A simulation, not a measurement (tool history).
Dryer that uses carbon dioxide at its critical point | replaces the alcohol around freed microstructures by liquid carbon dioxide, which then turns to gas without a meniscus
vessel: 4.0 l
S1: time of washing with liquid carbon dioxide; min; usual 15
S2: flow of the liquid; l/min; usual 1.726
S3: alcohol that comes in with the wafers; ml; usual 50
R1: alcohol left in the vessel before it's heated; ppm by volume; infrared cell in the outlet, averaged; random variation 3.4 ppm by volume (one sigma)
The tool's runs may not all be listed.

| run | hour | S1 | S2 | S3 | R1 |
|---|---|---|---|---|---|
| 1 | 0.0 | 15 | 1.726 | 50 | 58 |
| 2 | 12.2 | 15 | 2.790 | 50 | 14 |
| 3 | 20.5 | 15 | 2.790 | 50 | 20 |
| 4 | 36.4 | 15 | 2.790 | 50 | 17 |
| 5 | 50.3 | 15 | 1.770 | 50 | 66 |
| 6 | 62.6 | 15 | 1.726 | 50 | 62 |
| 7 | 76.6 | 17 | 1.726 | 50 | 38 |
| 8 | 90.1 | 17 | 1.726 | 50 | 39 |
| 9 | 100.1 | 17 | 1.726 | 50 | 30 |
| 10 | 107.7 | 17 | 1.726 | 50 | 31 |
| 11 | 118.5 | 17 | 1.726 | 50 | 40 |
| 12 | 136.3 | 17 | 1.726 | 50 | 44 |
| 13 | 150.1 | 10 | 1.200 | 69 | 1297 |
| 14 | 166.3 | 10 | 2.550 | 61 | 96 |
| 15 | 175.6 | 14 | 1.140 | 26 | 224 |
| 16 | 189.6 | 12 | 1.710 | 102 | 352 |
| 17 | 207.3 | 23 | 1.760 | 102 | 20 |
| 18 | 220.6 | 15 | 1.640 | 91 | 146 |
| 19 | 231.5 | 23 | 1.640 | 91 | 26 |
| 20 | 247.4 | 21 | 1.530 | 50 | 28 |
| 21 | 257.4 | 21 | 2.170 | 50 | 10 |

Measured less the same run without the tool's hidden state. The same run-to-run variation is in both; the gauge's scatter may not be:
The hidden state here: flow that reaches the vessel past the clogged filter, %; alcohol in the recycled carbon dioxide, ppm; drift of the gauge itself on alcohol_ppm, %.
| run | R1 |
|---|---|
| 1 | +20 |
| 2 | +8 |
| 3 | +9 |
| 4 | +9 |
| 5 | +20 |
| 6 | +24 |
| 7 | +17 |
| 8 | +16 |
| 9 | +18 |
| 10 | +17 |
| 11 | +18 |
| 12 | +18 |
| 13 | +235 |
| 14 | +37 |
| 15 | +59 |
| 16 | +110 |
| 17 | +13 |
| 18 | +56 |
| 19 | +15 |
| 20 | +18 |
| 21 | +10 |

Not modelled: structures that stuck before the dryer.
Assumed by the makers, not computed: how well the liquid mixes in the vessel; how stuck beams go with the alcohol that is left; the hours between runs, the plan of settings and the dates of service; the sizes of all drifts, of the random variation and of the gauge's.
